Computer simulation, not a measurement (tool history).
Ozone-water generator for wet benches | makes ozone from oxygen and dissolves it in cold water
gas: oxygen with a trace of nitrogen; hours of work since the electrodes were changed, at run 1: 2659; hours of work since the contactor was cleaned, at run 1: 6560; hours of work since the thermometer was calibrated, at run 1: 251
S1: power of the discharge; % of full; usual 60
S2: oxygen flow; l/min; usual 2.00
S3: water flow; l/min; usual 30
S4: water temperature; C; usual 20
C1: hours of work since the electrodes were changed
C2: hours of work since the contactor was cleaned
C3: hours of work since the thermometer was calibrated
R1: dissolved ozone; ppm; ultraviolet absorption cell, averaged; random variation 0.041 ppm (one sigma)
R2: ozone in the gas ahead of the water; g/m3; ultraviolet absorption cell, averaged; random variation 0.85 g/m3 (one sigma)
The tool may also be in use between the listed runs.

run 1 hour=0.0 | S1=60 S2=2.00 S3=30 S4=20 | C1=2659 C2=6560 C3=251 | R1=4.35 R2=130.2
run 2 hour=202.1 | S1=60 S2=2.00 S3=30 S4=20 | C1=2823 C2=6723 C3=414 | R1=4.23 R2=132.1
run 3 hour=336.5 | S1=60 S2=2.00 S3=30 S4=20 | C1=2932 C2=6832 C3=523 | R1=4.28 R2=130.5
run 4 hour=444.6 | S1=60 S2=2.00 S3=30 S4=20 | C1=3019 C2=6919 C3=611 | R1=4.34 R2=129.4
run 5 hour=532.9 | S1=60 S2=2.00 S3=37 S4=20 | C1=3090 C2=6991 C3=682 | R1=3.29 R2=130.0
run 6 hour=700.4 | S1=60 S2=2.00 S3=30 S4=20 | C1=3226 C2=7126 C3=817 | R1=4.35 R2=130.6
run 7 hour=817.8 | S1=48 S2=2.00 S3=30 S4=20 | C1=3321 C2=7221 C3=912 | R1=3.49 R2=107.0
run 8 hour=976.0 | S1=48 S2=2.00 S3=30 S4=20 | C1=3449 C2=7349 C3=1040 | R1=3.49 R2=108.3
run 9 hour=1069.1 | S1=50 S2=2.00 S3=30 S4=20 | C1=3524 C2=7424 C3=1116 | R1=3.65 R2=110.5
run 10 hour=1206.1 | S1=50 S2=1.04 S3=30 S4=20 | C1=3635 C2=7535 C3=1227 | R1=2.60 R2=137.8
run 11 hour=1305.7 | S1=50 S2=1.04 S3=30 S4=20 | C1=3716 C2=7616 C3=1307 | R1=2.55 R2=138.2
run 12 hour=1405.9 | S1=50 S2=1.04 S3=30 S4=20 | C1=3797 C2=7697 C3=1388 | R1=2.55 R2=136.8
run 13 hour=1508.0 | S1=50 S2=1.04 S3=30 S4=20 | C1=3879 C2=7780 C3=1471 | R1=2.60 R2=136.1
run 14 hour=1663.5 | S1=60 S2=1.82 S3=30 S4=20 | C1=4005 C2=7905 C3=1597 | R1=4.05 R2=132.7
run 15 hour=1834.4 | S1=60 S2=1.82 S3=30 S4=20 | C1=4143 C2=8044 C3=1735 | R1=3.94 R2=132.6
run 16 hour=1920.6 | S1=60 S2=1.82 S3=30 S4=20 | C1=4213 C2=8113 C3=1805 | R1=4.00 R2=133.4
run 17 hour=2039.2 | S1=60 S2=2.00 S3=30 S4=20 | C1=4309 C2=8209 C3=1901 | R1=4.14 R2=128.0
run 18 hour=2125.4 | S1=62 S2=2.00 S3=30 S4=23 | C1=4379 C2=8279 C3=1970 | R1=4.17 R2=130.0
run 19 hour=2322.6 | S1=76 S2=2.00 S3=30 S4=20 | C1=4538 C2=8439 C3=2130 | R1=5.14 R2=156.7

Run 20 comes next. What will it give?
run 20 hour=2503.6 | S1=60 S2=2.00 S3=42 S4=20 | C1=4685 C2=8585 C3=2276 | R1=? R2=?

Run 20 gave R1 2.64 ppm, R2 127.7 g/m3.
Without the tool's hidden state the same run would have given R1 3.08 ppm, R2 136.5 g/m3.
